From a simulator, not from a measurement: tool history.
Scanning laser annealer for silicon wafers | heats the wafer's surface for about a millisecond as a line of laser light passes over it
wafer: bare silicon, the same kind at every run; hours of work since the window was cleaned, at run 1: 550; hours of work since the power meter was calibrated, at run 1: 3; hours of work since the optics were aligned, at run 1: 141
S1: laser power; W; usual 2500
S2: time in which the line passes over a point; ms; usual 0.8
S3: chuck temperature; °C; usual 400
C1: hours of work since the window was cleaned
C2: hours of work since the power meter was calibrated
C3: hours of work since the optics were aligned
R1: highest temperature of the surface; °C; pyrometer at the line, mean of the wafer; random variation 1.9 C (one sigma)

{"run": 1, "hour": 0.0, "S1": 2500, "S2": 0.8, "S3": 400, "C1": 550, "C2": 3, "C3": 141, "R1": 1186}
{"run": 2, "hour": 17.7, "S1": 2500, "S2": 0.8, "S3": 419, "C1": 559, "C2": 11, "C3": 149, "R1": 1209}
{"run": 3, "hour": 34.1, "S1": 2500, "S2": 0.8, "S3": 400, "C1": 566, "C2": 18, "C3": 157, "R1": 1189}
{"run": 4, "hour": 50.1, "S1": 2500, "S2": 0.8, "S3": 400, "C1": 574, "C2": 26, "C3": 164, "R1": 1188}
{"run": 5, "hour": 60.9, "S1": 2500, "S2": 0.8, "S3": 400, "C1": 579, "C2": 31, "C3": 169, "R1": 1189}
{"run": 6, "hour": 70.5, "S1": 2500, "S2": 0.8, "S3": 400, "C1": 583, "C2": 35, "C3": 174, "R1": 1189}
{"run": 7, "hour": 79.7, "S1": 2500, "S2": 0.8, "S3": 400, "C1": 587, "C2": 39, "C3": 178, "R1": 1189}
{"run": 8, "hour": 93.2, "S1": 2500, "S2": 0.8, "S3": 400, "C1": 593, "C2": 46, "C3": 184, "R1": 1190}
{"run": 9, "hour": 112.5, "S1": 2500, "S2": 0.8, "S3": 400, "C1": 602, "C2": 54, "C3": 193, "R1": 1190}
{"run": 10, "hour": 132.0, "S1": 2500, "S2": 0.8, "S3": 400, "C1": 611, "C2": 63, "C3": 202, "R1": 1190}
{"run": 11, "hour": 145.5, "S1": 2712, "S2": 0.8, "S3": 400, "C1": 618, "C2": 70, "C3": 208, "R1": 1268}
{"run": 12, "hour": 154.9, "S1": 2500, "S2": 0.8, "S3": 377, "C1": 622, "C2": 74, "C3": 213, "R1": 1169}
{"run": 13, "hour": 169.4, "S1": 2323, "S2": 0.8, "S3": 400, "C1": 629, "C2": 81, "C3": 219, "R1": 1122}
{"run": 14, "hour": 185.2, "S1": 2323, "S2": 0.8, "S3": 400, "C1": 636, "C2": 88, "C3": 227, "R1": 1122}
{"run": 15, "hour": 197.5, "S1": 2323, "S2": 0.8, "S3": 400, "C1": 642, "C2": 94, "C3": 232, "R1": 1122}
{"run": 16, "hour": 206.7, "S1": 2323, "S2": 0.8, "S3": 400, "C1": 646, "C2": 98, "C3": 237, "R1": 1122}
{"run": 17, "hour": 219.4, "S1": 2323, "S2": 0.8, "S3": 400, "C1": 652, "C2": 104, "C3": 242, "R1": 1120}
{"run": 18, "hour": 238.9, "S1": 2589, "S2": 0.799, "S3": 409, "C1": 661, "C2": 113, "C3": 251, "R1": 1231}
{"run": 19, "hour": 259.9, "S1": 2455, "S2": 0.568, "S3": 409, "C1": 670, "C2": 123, "C3": 261, "R1": 1044}
{"run": 20, "hour": 269.8, "S1": 2455, "S2": 0.568, "S3": 409, "C1": 675, "C2": 127, "C3": 266, "R1": 1046}
{"run": 21, "hour": 281.4, "S1": 2500, "S2": 0.722, "S3": 411, "C1": 680, "C2": 132, "C3": 271, "R1": 1156}
{"run": 22, "hour": 295.6, "S1": 2206, "S2": 0.83, "S3": 415, "C1": 687, "C2": 139, "C3": 278, "R1": 1109}
{"run": 23, "hour": 317.7, "S1": 2617, "S2": 0.83, "S3": 425, "C1": 697, "C2": 149, "C3": 288, "R1": 1277}
{"run": 24, "hour": 330.4, "S1": 2617, "S2": 0.83, "S3": 425, "C1": 703, "C2": 155, "C3": 294, "R1": 1274}
{"run": 25, "hour": 341.8, "S1": 2182, "S2": 0.883, "S3": 380, "C1": 708, "C2": 160, "C3": 299, "R1": 1086}

Forecast each of these 4 alternatives for the next run:
{"run": "A", "hour": 355.4, "S1": 2170, "S2": 0.892, "S3": 380, "C1": 714, "C2": 167, "C3": 305, "R1": "?"}
{"run": "B", "hour": 355.4, "S1": 2500, "S2": 0.883, "S3": 380, "C1": 714, "C2": 167, "C3": 305, "R1": "?"}
{"run": "C", "hour": 355.4, "S1": 2431, "S2": 0.8, "S3": 407, "C1": 714, "C2": 167, "C3": 305, "R1": "?"}
{"run": "D", "hour": 355.4, "S1": 2182, "S2": 0.595, "S3": 366, "C1": 714, "C2": 167, "C3": 305, "R1": "?"}

run=A R1=1088
run=B R1=1208
run=C R1=1173
run=D R1=932
Without the tool's hidden state the same runs would have given:
run=A R1=1088
run=B R1=1209
run=C R1=1173
run=D R1=933
